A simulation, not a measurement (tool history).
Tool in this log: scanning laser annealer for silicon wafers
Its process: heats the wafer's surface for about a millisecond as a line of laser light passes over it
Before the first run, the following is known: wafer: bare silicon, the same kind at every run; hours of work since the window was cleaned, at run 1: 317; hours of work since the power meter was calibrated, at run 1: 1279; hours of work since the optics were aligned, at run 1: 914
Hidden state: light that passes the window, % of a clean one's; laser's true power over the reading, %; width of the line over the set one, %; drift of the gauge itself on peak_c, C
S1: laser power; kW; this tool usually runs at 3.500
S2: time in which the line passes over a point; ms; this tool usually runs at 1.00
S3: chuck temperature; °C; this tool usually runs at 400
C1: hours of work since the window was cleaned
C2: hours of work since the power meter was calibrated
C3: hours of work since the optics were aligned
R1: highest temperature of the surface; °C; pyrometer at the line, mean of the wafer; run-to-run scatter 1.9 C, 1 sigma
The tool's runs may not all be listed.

run,hour,S1,S2,S3,C1,C2,C3,R1
1,0.0,3.500,1.00,400,317,1279,914,1201
# hour 18.4: window over the wafer cleaned
2,53.6,3.500,1.00,400,24,1314,949,1204
3,97.4,3.500,1.00,400,54,1344,979,1204
4,135.6,3.500,1.00,400,80,1370,1005,1208
5,163.6,3.468,1.00,400,99,1389,1024,1197
6,212.6,3.468,1.00,400,132,1422,1057,1200
7,252.2,3.468,1.00,400,159,1449,1084,1197
8,296.6,3.468,1.00,400,189,1479,1114,1195
9,335.1,3.152,1.09,427,215,1505,1140,1173
10,357.1,3.152,1.09,427,230,1520,1155,1173
11,390.7,3.152,1.09,427,253,1543,1178,1168
12,443.9,3.354,1.13,400,289,1579,1214,1211
13,472.7,3.120,1.05,430,309,1599,1234,1151
# hour 499.4: window over the wafer cleaned
14,524.5,3.120,1.05,393,17,1633,1268,1113
15,566.2,3.371,1.00,409,45,1661,1296,1176
16,605.3,3.842,0.97,380,72,1688,1323,1265

5 options for the next run, each taken on its own from the tool as it stands now. Forecast them:
A,641.5,3.818,0.91,424,97,1712,1347,?
B,641.5,3.350,1.16,422,97,1712,1347,?
C,641.5,3.114,0.97,385,97,1712,1347,?
D,641.5,2.981,1.00,413,97,1712,1347,?
E,641.5,3.688,1.00,390,97,1712,1347,?

run,R1
A,1277
B,1243
C,1078
D,1083
E,1246
With no hidden state in the tool, these same runs would have given:
run,R1
A,1278
B,1244
C,1078
D,1083
E,1246

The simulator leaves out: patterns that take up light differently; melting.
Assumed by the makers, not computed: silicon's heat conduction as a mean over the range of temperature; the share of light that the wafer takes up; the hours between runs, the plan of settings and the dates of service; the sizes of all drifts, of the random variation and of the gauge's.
